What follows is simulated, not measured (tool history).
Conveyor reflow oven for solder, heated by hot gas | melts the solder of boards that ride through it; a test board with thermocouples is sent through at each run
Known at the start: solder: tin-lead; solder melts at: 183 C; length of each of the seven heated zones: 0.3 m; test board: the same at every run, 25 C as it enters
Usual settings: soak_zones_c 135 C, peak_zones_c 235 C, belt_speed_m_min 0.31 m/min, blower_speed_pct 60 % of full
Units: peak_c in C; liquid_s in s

| run | day | soak_zones_c | peak_zones_c | belt_speed_m_min | blower_speed_pct | peak_c | liquid_s |
|---|---|---|---|---|---|---|---|
| 1 | 0 | 135 | 235 | 0.31 | 60 | 220.5 | 90.8 |
| 2 | 0.496 | 135 | 235 | 0.31 | 60 | 220.4 | 90.9 |
| 3 | 0.775 | 143 | 235 | 0.31 | 60 | 221.9 | 96.6 |
| 4 | 1.25 | 143 | 235 | 0.31 | 60 | 221.8 | 96.3 |
| 5 | 1.838 | 143 | 240 | 0.31 | 60 | 225.8 | 100.1 |
| 6 | 2.154 | 143 | 240 | 0.31 | 60 | 226.3 | 101.1 |
| 7 | 2.75 | 143 | 240 | 0.31 | 60 | 226.2 | 100.6 |
| 8 | 3.275 | 143 | 240 | 0.31 | 60 | 226 | 100.8 |
| 9 | 3.808 | 143 | 240 | 0.31 | 60 | 225.8 | 100.7 |
| 10 | 4.146 | 143 | 240 | 0.31 | 60 | 226.1 | 99.8 |
| 11 | 4.658 | 143 | 240 | 0.31 | 60 | 226 | 100.1 |
| 12 | 5.008 | 143 | 240 | 0.31 | 60 | 226.2 | 100.9 |
| 13 | 5.538 | 143 | 240 | 0.31 | 60 | 225.8 | 100.7 |
| 14 | 6.146 | 134 | 240 | 0.31 | 60 | 224.6 | 95.2 |
| 15 | 6.442 | 135 | 235 | 0.31 | 60 | 220.2 | 90.3 |
| 16 | 6.946 | 135 | 235 | 0.31 | 60 | 220.2 | 90.2 |
| 17 | 7.329 | 135 | 246 | 0.31 | 60 | 229.9 | 100.2 |
| 18 | 7.65 | 138 | 245 | 0.353 | 63 | 225.8 | 86.1 |
|  | 8.158 | flux residue cleaned out of gas plates and filters |
| 19 | 8.229 | 134 | 227 | 0.353 | 63 | 210.4 | 68.3 |
| 20 | 8.679 | 134 | 227 | 0.353 | 63 | 210.1 | 68.1 |
| 21 | 8.962 | 134 | 227 | 0.353 | 63 | 210.1 | 67.6 |
| 22 | 9.567 | 134 | 236 | 0.31 | 60 | 221.5 | 92.3 |
| 23 | 10.208 | 134 | 228 | 0.358 | 60 | 209.9 | 65.6 |
| 24 | 10.567 | 134 | 228 | 0.358 | 74 | 213.2 | 71 |
| 25 | 10.904 | 141 | 226 | 0.31 | 60 | 213.2 | 86.5 |
| 26 | 11.262 | 135 | 230 | 0.251 | 60 | 221.2 | 117.6 |
| 27 | 11.796 | 135 | 230 | 0.251 | 60 | 221.6 | 116.9 |
| 28 | 12.288 | 135 | 230 | 0.251 | 60 | 221.4 | 116.3 |
| 29 | 12.671 | 135 | 235 | 0.264 | 60 | 224.8 | 114.2 |
| 30 | 13.05 | 135 | 235 | 0.264 | 60 | 224.6 | 114.7 |

The same runs without the tool's hidden state, with the same run-to-run variation:
The hidden state here: heat that the gas passes to the board, % of a clean oven's; belt's true speed, % of the reading; true gas temperature in zones 6 and 7 over the reading, C; drift of the gauge itself on peak_c, C; drift of the gauge itself on liquid_s, %.
| run | peak_c | liquid_s |
|---|---|---|
| 1 | 220.7 | 90.2 |
| 2 | 220.7 | 90.3 |
| 3 | 222.1 | 96 |
| 4 | 222 | 95.6 |
| 5 | 226.1 | 99.3 |
| 6 | 226.6 | 100.4 |
| 7 | 226.6 | 99.9 |
| 8 | 226.4 | 100.1 |
| 9 | 226.2 | 100 |
| 10 | 226.6 | 99.1 |
| 11 | 226.5 | 99.4 |
| 12 | 226.7 | 100.2 |
| 13 | 226.3 | 100 |
| 14 | 225.3 | 94.7 |
| 15 | 220.8 | 89.9 |
| 16 | 220.9 | 89.9 |
| 17 | 230.6 | 99.5 |
| 18 | 226.6 | 85.6 |
| 19 | 210.2 | 67.1 |
| 20 | 210 | 66.9 |
| 21 | 210.1 | 66.5 |
| 22 | 221.5 | 90.9 |
| 23 | 209.9 | 64.5 |
| 24 | 213.3 | 70 |
| 25 | 213.3 | 85.3 |
| 26 | 221.4 | 116 |
| 27 | 221.9 | 115.3 |
| 28 | 221.7 | 114.7 |
| 29 | 225 | 112.6 |
| 30 | 224.9 | 113.1 |

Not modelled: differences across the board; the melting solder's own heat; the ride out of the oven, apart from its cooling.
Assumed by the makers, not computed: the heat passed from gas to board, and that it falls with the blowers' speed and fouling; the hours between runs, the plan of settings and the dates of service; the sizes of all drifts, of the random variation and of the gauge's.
